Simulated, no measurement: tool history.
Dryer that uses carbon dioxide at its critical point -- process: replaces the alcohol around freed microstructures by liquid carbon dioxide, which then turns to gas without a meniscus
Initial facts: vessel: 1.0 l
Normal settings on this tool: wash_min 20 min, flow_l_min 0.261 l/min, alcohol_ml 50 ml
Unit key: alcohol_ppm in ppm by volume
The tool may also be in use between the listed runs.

run 1 hour=0 | wash_min=20 flow_l_min=0.261 alcohol_ml=50 | alcohol_ppm=556
run 2 hour=47.2 | wash_min=20 flow_l_min=0.261 alcohol_ml=50 | alcohol_ppm=574
run 3 hour=101.4 | wash_min=20 flow_l_min=0.261 alcohol_ml=50 | alcohol_ppm=608
run 4 hour=140.6 | wash_min=16 flow_l_min=0.261 alcohol_ml=50 | alcohol_ppm=1221
-- hour=163.2 purifier's bed changed
run 5 hour=201.1 | wash_min=29 flow_l_min=0.261 alcohol_ml=50 | alcohol_ppm=59
run 6 hour=256.9 | wash_min=29 flow_l_min=0.261 alcohol_ml=50 | alcohol_ppm=66
-- hour=270.5 inlet filter changed
run 7 hour=315 | wash_min=29 flow_l_min=0.261 alcohol_ml=50 | alcohol_ppm=58
run 8 hour=369.5 | wash_min=29 flow_l_min=0.261 alcohol_ml=50 | alcohol_ppm=72
run 9 hour=423.5 | wash_min=20 flow_l_min=0.261 alcohol_ml=50 | alcohol_ppm=394
run 10 hour=472.6 | wash_min=20 flow_l_min=0.205 alcohol_ml=50 | alcohol_ppm=1076
run 11 hour=503.5 | wash_min=20 flow_l_min=0.261 alcohol_ml=50 | alcohol_ppm=414
run 12 hour=550.1 | wash_min=20 flow_l_min=0.261 alcohol_ml=50 | alcohol_ppm=420
run 13 hour=612.5 | wash_min=20 flow_l_min=0.261 alcohol_ml=88 | alcohol_ppm=730
run 14 hour=643.7 | wash_min=18 flow_l_min=0.261 alcohol_ml=50 | alcohol_ppm=694
run 15 hour=694.3 | wash_min=18 flow_l_min=0.261 alcohol_ml=50 | alcohol_ppm=706
run 16 hour=747 | wash_min=18 flow_l_min=0.261 alcohol_ml=50 | alcohol_ppm=719
run 17 hour=787.3 | wash_min=20 flow_l_min=0.292 alcohol_ml=50 | alcohol_ppm=326
run 18 hour=852.7 | wash_min=20 flow_l_min=0.292 alcohol_ml=50 | alcohol_ppm=335
-- hour=857.8 inlet filter changed
run 19 hour=903.7 | wash_min=20 flow_l_min=0.292 alcohol_ml=50 | alcohol_ppm=303
run 20 hour=971.4 | wash_min=12 flow_l_min=0.261 alcohol_ml=50 | alcohol_ppm=2575
run 21 hour=1010.9 | wash_min=20 flow_l_min=0.37 alcohol_ml=50 | alcohol_ppm=183
run 22 hour=1061.6 | wash_min=20 flow_l_min=0.37 alcohol_ml=50 | alcohol_ppm=188
run 23 hour=1095.2 | wash_min=15 flow_l_min=0.376 alcohol_ml=50 | alcohol_ppm=377
run 24 hour=1160.7 | wash_min=26 flow_l_min=0.217 alcohol_ml=35 | alcohol_ppm=335
run 25 hour=1191.7 | wash_min=25 flow_l_min=0.217 alcohol_ml=35 | alcohol_ppm=392
run 26 hour=1228.5 | wash_min=20 flow_l_min=0.169 alcohol_ml=47 | alcohol_ppm=2207
run 27 hour=1258.5 | wash_min=20 flow_l_min=0.239 alcohol_ml=50 | alcohol_ppm=763
run 28 hour=1306.3 | wash_min=20 flow_l_min=0.439 alcohol_ml=82 | alcohol_ppm=211
run 29 hour=1351.7 | wash_min=12 flow_l_min=0.309 alcohol_ml=50 | alcohol_ppm=1804
run 30 hour=1416.1 | wash_min=14 flow_l_min=0.17 alcohol_ml=48 | alcohol_ppm=5610
-- hour=1442.2 inlet filter changed
run 31 hour=1470.1 | wash_min=13 flow_l_min=0.389 alcohol_ml=103 | alcohol_ppm=983
-- hour=1517.1 purifier's bed changed
run 32 hour=1531.7 | wash_min=24 flow_l_min=0.181 alcohol_ml=44 | alcohol_ppm=697
run 33 hour=1564.4 | wash_min=24 flow_l_min=0.181 alcohol_ml=44 | alcohol_ppm=726
run 34 hour=1598.5 | wash_min=15 flow_l_min=0.202 alcohol_ml=102 | alcohol_ppm=5750
run 35 hour=1663 | wash_min=15 flow_l_min=0.202 alcohol_ml=102 | alcohol_ppm=5740
run 36 hour=1702.1 | wash_min=20 flow_l_min=0.192 alcohol_ml=70 | alcohol_ppm=1897

Run 37 has not been measured yet. What should we expect?
run 37 hour=1761.8 | wash_min=20 flow_l_min=0.192 alcohol_ml=70 | alcohol_ppm=?

alcohol_ppm: 2012 ppm by volume
Without the tool's hidden state the same run would have given alcohol_ppm 1716 ppm by volume.
